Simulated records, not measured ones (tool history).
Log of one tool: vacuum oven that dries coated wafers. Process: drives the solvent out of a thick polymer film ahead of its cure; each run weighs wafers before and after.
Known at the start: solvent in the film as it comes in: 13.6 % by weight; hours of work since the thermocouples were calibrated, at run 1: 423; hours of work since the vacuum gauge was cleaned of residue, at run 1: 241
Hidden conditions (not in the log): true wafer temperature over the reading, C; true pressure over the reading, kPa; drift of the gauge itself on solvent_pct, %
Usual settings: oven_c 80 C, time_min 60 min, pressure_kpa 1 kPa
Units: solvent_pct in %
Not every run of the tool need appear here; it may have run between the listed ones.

run	hour	oven_c	time_min	pressure_kpa	hours of work since the thermocouples were calibrated	hours of work since the vacuum gauge was cleaned of residue	solvent_pct
1	0	80	60	1	423	241	1.03
2	7.9	80	60	1	426	245	1.01
3	21.1	80	33	1	431	250	2.44
4	34.7	80	60	1	437	255	1.09
5	49	80	60	1	442	261	1.11
6	62.4	80	60	1	448	267	1.12
7	74.3	80	60	0.75	453	271	0.95
8	85.2	80	60	0.75	457	276	0.97
9	99.6	80	60	0.75	463	282	0.93
10	108.4	80	60	0.75	466	285	0.92
11	116.4	80	60	1	470	288	1.07
12	131.5	80	60	1	476	294	1.08
13	144.6	95	60	1	481	300	0.41
14	157.8	95	60	1	486	305	0.36
15	171.6	95	60	1	492	311	0.37
16	184.8	95	60	1	497	316	0.41
17	195.9	80	60	1	502	320	1.1
18	202.7	80	60	1	504	323	1.06
19	212	80	62	1	508	327	0.99
20	226.1	80	62	1	514	333	1.03
21	235.2	70	60	1	518	336	2.81
22	249.7	92	60	1	523	342	0.42
23	260.7	92	60	1	528	347	0.43
24	273.8	92	60	1	533	352	0.47
25	286.5	82	31	2.81	538	357	3.08
26	295.3	88	59	1.06	542	361	0.62
27	307.2	74	103	0.76	547	365	0.87
28	319.4	93	52	0.74	552	370	0.36
29	330.2	93	70	1.21	556	375	0.46
30	342.3	80	46	1	561	379	1.54
31	351.2	79	59	2.62	564	383	2.13
32	358.4	79	59	2.62	567	386	2.08
33	365.2	79	59	2.62	570	389	2.14
34	376.2	79	59	2.62	574	393	2.13
35	384.2	79	59	2.62	578	396	2.12
36	390.9	79	59	2.62	580	399	2.1
37	404.5	66	82	3.87	586	405	5.26
38	413	71	83	1.15	589	408	1.82
39	425.4	88	35	1.15	594	413	1.09
40	440.7	88	35	1.15	600	419	1.13
41	449.3	88	35	1.15	604	423	1.13

Estimate the outcome of run 42 from the log above:
42	459.6	88	35	1.15	608	427	?

Logged for run 42: solvent_pct 1.17 %.
Minus the tool's unlogged condition, the same run would have read solvent_pct 1.05 %.
